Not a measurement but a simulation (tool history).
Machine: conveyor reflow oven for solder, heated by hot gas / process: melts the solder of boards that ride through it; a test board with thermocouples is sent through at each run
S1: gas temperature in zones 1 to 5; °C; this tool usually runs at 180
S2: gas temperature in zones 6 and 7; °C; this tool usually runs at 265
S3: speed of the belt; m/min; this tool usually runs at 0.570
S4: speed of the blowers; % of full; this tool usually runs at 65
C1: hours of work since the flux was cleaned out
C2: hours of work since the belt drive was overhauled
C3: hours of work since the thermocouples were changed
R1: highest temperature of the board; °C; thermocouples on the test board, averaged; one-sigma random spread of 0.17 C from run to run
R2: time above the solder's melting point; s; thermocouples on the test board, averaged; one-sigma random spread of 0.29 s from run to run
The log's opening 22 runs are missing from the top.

Run 23, hour 482.1: usual settings but S1 193 °C, S2 277 °C, S3 0.563 m/min, S4 53 % of full; C1 68; C2 271; C3 180. Result: R1 261.3 °C, R2 59.2 s.
Run 24, hour 508.0: usual settings but S1 179 °C, S2 255 °C, S3 0.660 m/min; C1 79; C2 281; C3 191. Result: R1 239.1 °C, R2 33.4 s.
Run 25, hour 521.4: usual settings but S1 175 °C, S2 258 °C, S3 0.665 m/min; C1 84; C2 286; C3 196. Result: R1 240.6 °C, R2 33.2 s.
Run 26, hour 551.1: usual settings but S1 176 °C, S2 263 °C, S3 0.525 m/min, S4 68 % of full; C1 96; C2 298; C3 208. Result: R1 252.3 °C, R2 53.4 s.
Run 27, hour 581.5: usual settings but S1 179 °C, S3 0.592 m/min; C1 108; C2 311; C3 220. Result: R1 250.5 °C, R2 46.6 s.
Run 28, hour 602.0: usual settings but S1 194 °C, S3 0.546 m/min; C1 117; C2 319; C3 228. Result: R1 254.7 °C, R2 59.1 s.
Run 29, hour 624.5: usual settings but S1 194 °C, S3 0.546 m/min; C1 126; C2 328; C3 237. Result: R1 254.9 °C, R2 59.8 s.
Run 30, hour 641.1: usual settings but S1 194 °C, S2 262 °C, S3 0.546 m/min, S4 90 % of full; C1 132; C2 334; C3 244. Result: R1 255.7 °C, R2 60.5 s.

Below are 4 alternative next runs, each starting from the tool's condition after run 30. Predict each:
Run A, hour 660.2: usual settings but S1 194 °C, S2 260 °C, S3 0.484 m/min, S4 90 % of full; C1 140; C2 342; C3 252. Result: R1 ?, R2 ?.
Run B, hour 660.2: usual settings but S2 275 °C; C1 140; C2 342; C3 252. Result: R1 ?, R2 ?.
Run C, hour 660.2: usual settings but S1 181 °C, S2 270 °C, S3 0.546 m/min, S4 90 % of full; C1 140; C2 342; C3 252. Result: R1 ?, R2 ?.
Run D, hour 660.2: usual settings but S2 276 °C, S4 59 % of full; C1 140; C2 342; C3 252. Result: R1 ?, R2 ?.

run     R1    R2
  A  255.3  69.0
  B  260.7  54.1
  C  262.3  58.5
  D  259.6  53.4
Stripped of hidden state, with their random variation kept, the same runs would have yielded:
run     R1    R2
  A  255.9  68.4
  B  261.2  53.7
  C  263.0  58.1
  D  260.1  53.0
